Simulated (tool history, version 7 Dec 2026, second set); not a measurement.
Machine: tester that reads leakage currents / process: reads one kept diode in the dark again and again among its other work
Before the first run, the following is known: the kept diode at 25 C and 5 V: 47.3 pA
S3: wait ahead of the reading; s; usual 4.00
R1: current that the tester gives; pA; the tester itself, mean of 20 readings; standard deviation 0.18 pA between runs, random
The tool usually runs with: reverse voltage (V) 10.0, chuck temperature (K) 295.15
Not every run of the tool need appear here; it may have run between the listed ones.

{"run": 1, "hour": 0.0, "reverse voltage (V)": 10.0, "chuck temperature (K)": 295.15, "S3": 4.0, "R1": 57.29}
{"run": 2, "hour": 18.9, "reverse voltage (V)": 10.0, "chuck temperature (K)": 295.15, "S3": 4.0, "R1": 57.18}
{"run": 3, "hour": 42.8, "reverse voltage (V)": 10.0, "chuck temperature (K)": 295.15, "S3": 4.0, "R1": 57.0}
{"run": 4, "hour": 76.3, "reverse voltage (V)": 1.8, "chuck temperature (K)": 295.15, "S3": 4.0, "R1": 19.96}
{"run": 5, "hour": 112.4, "reverse voltage (V)": 1.8, "chuck temperature (K)": 295.15, "S3": 4.0, "R1": 20.01}
{"run": 6, "hour": 142.3, "reverse voltage (V)": 10.0, "chuck temperature (K)": 295.15, "S3": 4.0, "R1": 57.68}
{"run": 7, "hour": 167.5, "reverse voltage (V)": 10.0, "chuck temperature (K)": 295.15, "S3": 4.0, "R1": 57.61}
{"run": 8, "hour": 198.2, "reverse voltage (V)": 10.0, "chuck temperature (K)": 295.15, "S3": 4.0, "R1": 57.51}
{"run": 9, "hour": 214.1, "reverse voltage (V)": 10.0, "chuck temperature (K)": 295.15, "S3": 4.0, "R1": 57.52}
{"run": 10, "hour": 243.4, "reverse voltage (V)": 10.0, "chuck temperature (K)": 295.15, "S3": 4.0, "R1": 57.64}
{"run": 11, "hour": 278.8, "reverse voltage (V)": 10.0, "chuck temperature (K)": 295.15, "S3": 4.0, "R1": 57.75}
{"run": 12, "hour": 317.5, "reverse voltage (V)": 1.8, "chuck temperature (K)": 295.15, "S3": 4.0, "R1": 20.13}
{"run": 13, "hour": 352.9, "reverse voltage (V)": 13.3, "chuck temperature (K)": 329.15, "S3": 4.0, "R1": 665.13}
{"run": 14, "hour": 387.8, "reverse voltage (V)": 10.0, "chuck temperature (K)": 323.15, "S3": 1.83, "R1": 387.34}
{"run": 15, "hour": 417.8, "reverse voltage (V)": 2.2, "chuck temperature (K)": 323.15, "S3": 1.83, "R1": 159.33}
{"run": 16, "hour": 450.0, "reverse voltage (V)": 19.4, "chuck temperature (K)": 322.15, "S3": 1.83, "R1": 534.76}
{"run": 17, "hour": 466.5, "reverse voltage (V)": 19.4, "chuck temperature (K)": 298.15, "S3": 2.61, "R1": 109.29}
{"run": 18, "hour": 503.4, "reverse voltage (V)": 9.9, "chuck temperature (K)": 295.15, "S3": 1.78, "R1": 58.12}
{"run": 19, "hour": 536.0, "reverse voltage (V)": 9.9, "chuck temperature (K)": 295.15, "S3": 1.78, "R1": 58.59}

Forecast run 20:
{"hour": 557.0, "done": "chuck's temperature calibrated"}
{"run": 20, "hour": 560.4, "reverse voltage (V)": 9.9, "chuck temperature (K)": 295.15, "S3": 1.78, "R1": "?"}

{"run 20": {"R1": 64.39}}
With the hidden condition absent and the run-to-run variation left alone, this run would have shown R1 56.29 pA.
